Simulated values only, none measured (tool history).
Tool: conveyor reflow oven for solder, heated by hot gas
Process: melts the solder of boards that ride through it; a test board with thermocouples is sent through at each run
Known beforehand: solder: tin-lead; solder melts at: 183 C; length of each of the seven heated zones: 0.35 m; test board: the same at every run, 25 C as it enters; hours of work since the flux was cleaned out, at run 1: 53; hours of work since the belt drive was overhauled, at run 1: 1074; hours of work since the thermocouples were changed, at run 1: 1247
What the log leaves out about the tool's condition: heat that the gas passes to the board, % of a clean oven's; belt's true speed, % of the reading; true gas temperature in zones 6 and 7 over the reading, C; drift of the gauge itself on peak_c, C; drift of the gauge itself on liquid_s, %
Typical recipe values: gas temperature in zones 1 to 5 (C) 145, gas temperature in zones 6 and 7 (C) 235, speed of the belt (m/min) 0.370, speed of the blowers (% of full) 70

run    hour  gas temperature in zones 1 to 5 (C)  gas temperature in zones 6 and 7 (C)  speed of the belt (m/min)  speed of the blowers (% of full)  hours of work since the flux was cleaned out  hours of work since the belt drive was overhauled  hours of work since the thermocouples were changed  highest temperature of the board (C)  time above the solder's melting point (s)
  1     0.0                                  145                                   235                      0.370                                70                                            53                                               1074                                                1247                                 226.5                                      101.5
  2    36.9                                  154                                   235                      0.370                                70                                            72                                               1093                                                1266                                 226.8                                      105.7
       58.0  -- thermocouples of zones 6 and 7 changed
  3    64.5                                  154                                   235                      0.370                                70                                            85                                               1106                                                   3                                 226.4                                      106.2
  4    90.1                                  154                                   235                      0.370                                70                                            98                                               1120                                                  17                                 226.1                                      107.1
  5   123.2                                  154                                   235                      0.370                                70                                           115                                               1137                                                  34                                 225.4                                      106.3
  6   168.6                                  154                                   235                      0.370                                70                                           139                                               1160                                                  57                                 225.4                                      107.4
  7   191.6                                  154                                   235                      0.370                                70                                           151                                               1172                                                  69                                 225.2                                      106.2
  8   225.0                                  145                                   235                      0.370                                70                                           168                                               1189                                                  86                                 224.6                                      100.5
  9   263.2                                  145                                   235                      0.370                                70                                           188                                               1209                                                 106                                 223.9                                      101.1
 10   302.1                                  134                                   235                      0.370                                70                                           208                                               1229                                                 126                                 222.7                                       93.1
      322.8  -- flux residue cleaned out of gas plates and filters
 11   358.9                                  145                                   229                      0.370                                70                                            19                                               1256                                                 153                                 219.5                                       96.3
 12   398.0                                  145                                   229                      0.370                                70                                            39                                               1276                                                 173                                 219.4                                       96.3
 13   422.0                                  145                                   229                      0.370                                70                                            51                                               1289                                                 186                                 219.9                                       96.1
 14   472.9                                  145                                   235                      0.370                                70                                            78                                               1315                                                 212                                 225.4                                      102.3
 15   501.1                                  145                                   235                      0.370                                70                                            92                                               1330                                                 227                                 224.0                                      101.5
 16   534.5                                  153                                   235                      0.303                                70                                           109                                               1347                                                 244                                 229.2                                      134.6
 17   576.2                                  155                                   246                      0.395                                71                                           131                                               1368                                                 265                                 235.0                                      106.7
 18   608.7                                  155                                   246                      0.395                                71                                           148                                               1385                                                 282                                 234.9                                      107.2
      616.6  -- belt drive overhauled, speed set with a stopwatch
 19   646.4                                  155                                   246                      0.395                                71                                           165                                                 15                                                 300                                 235.6                                      108.3
 20   672.5                                  134                                   245                      0.395                                86                                           179                                                 29                                                 313                                 233.9                                       97.9
 21   698.2                                  134                                   245                      0.395                                86                                           192                                                 42                                                 326                                 233.9                                       97.7
 22   740.7                                  145                                   235                      0.370                                69                                           214                                                 64                                                 348                                 224.0                                      103.1
      748.4  -- flux residue cleaned out of gas plates and filters
 23   784.6                                  137                                   235                      0.426                                69                                            19                                                 84                                                 369                                 220.2                                       80.3
 24   821.4                                  143                                   235                      0.435                                56                                            38                                                103                                                 388                                 217.0                                       75.7
 25   867.5                                  143                                   235                      0.435                                56                                            62                                                127                                                 411                                 216.8                                       75.6
 26   892.5                                  146                                   235                      0.334                                72                                            75                                                140                                                 424                                 228.7                                      118.4
      915.6  -- belt drive overhauled, speed set with a stopwatch, once more
 27   930.7                                  147                                   235                      0.334                                72                                            92                                                  8                                                 442                                 227.5                                      113.5
 28   971.3                                  147                                   235                      0.334                                72                                           113                                                 29                                                 463                                 227.7                                      111.7
 29  1015.4                                  147                                   235                      0.334                                72                                           136                                                 52                                                 486                                 227.4                                      111.4
 30  1056.1                                  131                                   228                      0.379                                69                                           157                                                 73                                                 507                                 214.7                                       77.0

4 ways to go on from here, each from the tool as it stands after run 30. What would each give?
  A  1097.8                                  140                                   235                      0.370                                55                                           179                                                 94                                                 528                                     ?                                          ?
  B  1097.8                                  131                                   225                      0.358                                64                                           179                                                 94                                                 528                                     ?                                          ?
  C  1097.8                                  140                                   234                      0.379                                59                                           179                                                 94                                                 528                                     ?                                          ?
  D  1097.8                                  131                                   238                      0.379                                87                                           179                                                 94                                                 528                                     ?                                          ?

run  highest temperature of the board (C)  time above the solder's melting point (s)
  A                                 220.0                                       89.5
  B                                 212.5                                       81.7
  C                                 219.7                                       87.1
  D                                 227.8                                       92.9
Had the tool no hidden state, the same runs would have come out as:
run  highest temperature of the board (C)  time above the solder's melting point (s)
  A                                 219.7                                       89.2
  B                                 212.3                                       81.7
  C                                 219.5                                       86.9
  D                                 227.8                                       93.0

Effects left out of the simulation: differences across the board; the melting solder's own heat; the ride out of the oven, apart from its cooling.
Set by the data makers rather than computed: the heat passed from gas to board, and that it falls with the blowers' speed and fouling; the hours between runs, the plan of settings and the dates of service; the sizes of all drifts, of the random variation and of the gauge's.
